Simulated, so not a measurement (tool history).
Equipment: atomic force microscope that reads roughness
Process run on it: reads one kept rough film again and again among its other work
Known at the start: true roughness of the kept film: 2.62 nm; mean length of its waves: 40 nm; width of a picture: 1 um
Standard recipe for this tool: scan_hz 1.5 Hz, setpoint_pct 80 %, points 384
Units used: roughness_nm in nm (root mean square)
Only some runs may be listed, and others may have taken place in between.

run,hour,scan_hz,setpoint_pct,points,roughness_nm
1,0,1.5,80,384,2.037
2,30,1.5,80,384,2.023
3,62.3,1.5,80,384,1.957
# hour 90.6: new tip fitted
4,101,1.5,76,384,2.187
5,141.3,1.5,76,384,2.137
6,198.6,1.5,76,384,2.072
7,247.1,1.5,70,384,2.088
# hour 275.9: new tip fitted
8,303.3,0.62,80,384,2.325
9,347.3,0.62,80,384,2.231
10,391.6,0.62,80,384,2.193
# hour 396.2: height scale calibrated on a step standard
11,435.9,0.89,78,290,2.105
# hour 458.9: new tip fitted
12,467.2,1.19,76,935,2.283
13,503.5,1.19,76,935,2.228
14,557.2,1.19,76,935,2.168
# hour 574.9: height scale calibrated on a step standard, once more
15,609.8,1.5,61,384,2.174
# hour 643.1: new tip fitted
16,665,0.89,80,384,2.258
17,712,0.58,80,631,2.263
18,754.4,0.58,80,631,2.207
19,800.7,3.69,79,384,1.641

Below are 3 alternative next runs, each starting from the tool's condition after run 19. Predict each:
# hour 825.2: new tip fitted
A,840.4,3.76,76,362,?
# hour 825.2: new tip fitted
B,840.4,1.2,79,384,?
# hour 825.2: new tip fitted
C,840.4,1.79,58,384,?

run,roughness_nm
A,1.85
B,2.184
C,2.355
Without the tool's unlogged condition, the same runs would have read:
run,roughness_nm
A,1.868
B,2.204
C,2.377
